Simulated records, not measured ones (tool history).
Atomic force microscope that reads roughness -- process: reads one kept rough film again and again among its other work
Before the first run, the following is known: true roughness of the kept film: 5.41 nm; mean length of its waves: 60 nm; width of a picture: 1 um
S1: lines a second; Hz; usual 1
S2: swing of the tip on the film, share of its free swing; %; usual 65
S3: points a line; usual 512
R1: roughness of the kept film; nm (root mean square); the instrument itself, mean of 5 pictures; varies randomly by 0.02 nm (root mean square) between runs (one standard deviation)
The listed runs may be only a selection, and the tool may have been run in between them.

run	hour	S1	S2	S3	R1
1	0	1	65	512	4.945
# hour 13.7: new tip fitted
2	43.1	1	65	512	4.984
# hour 101.8: new tip fitted
3	116.6	1	65	512	4.985
4	167	0.54	65	512	5.01
# hour 186.4: new tip fitted
5	199.4	2.58	65	512	4.815
6	248.2	2.58	65	512	4.778
# hour 272: new tip fitted
7	319.2	2.58	65	512	4.819
# hour 361.3: new tip fitted
8	397.7	1	65	512	4.985
# hour 446.5: new tip fitted
9	469	1	76	512	4.867
10	518.1	1	76	512	4.86
# hour 537.7: new tip fitted
11	566.6	1	74	512	4.925
12	610	0.71	74	546	4.93
# hour 623.6: new tip fitted
13	642	1	65	561	4.984
# hour 708.3: new tip fitted
14	714.6	1	65	561	4.996
15	756.1	1.1	73	452	4.912
16	792.2	1.15	85	861	4.727
# hour 796.7: new tip fitted
17	843.3	1	70	512	4.944
18	879.9	1.04	73	419	4.866
# hour 885.9: new tip fitted
19	918	1	62	730	5.016

What if the next run were any one of these 3? Each begins from the tool's condition after run 19:
# hour 975.6: new tip fitted
A	991.1	1	78	730	?
# hour 975.6: new tip fitted
B	991.1	3.71	65	512	?
# hour 975.6: new tip fitted
C	991.1	1	72	730	?

run	R1
A	4.874
B	4.685
C	4.901
Take away the tool's hidden state, keep each run's random variation, and the runs would have read:
run	R1
A	4.877
B	4.688
C	4.904

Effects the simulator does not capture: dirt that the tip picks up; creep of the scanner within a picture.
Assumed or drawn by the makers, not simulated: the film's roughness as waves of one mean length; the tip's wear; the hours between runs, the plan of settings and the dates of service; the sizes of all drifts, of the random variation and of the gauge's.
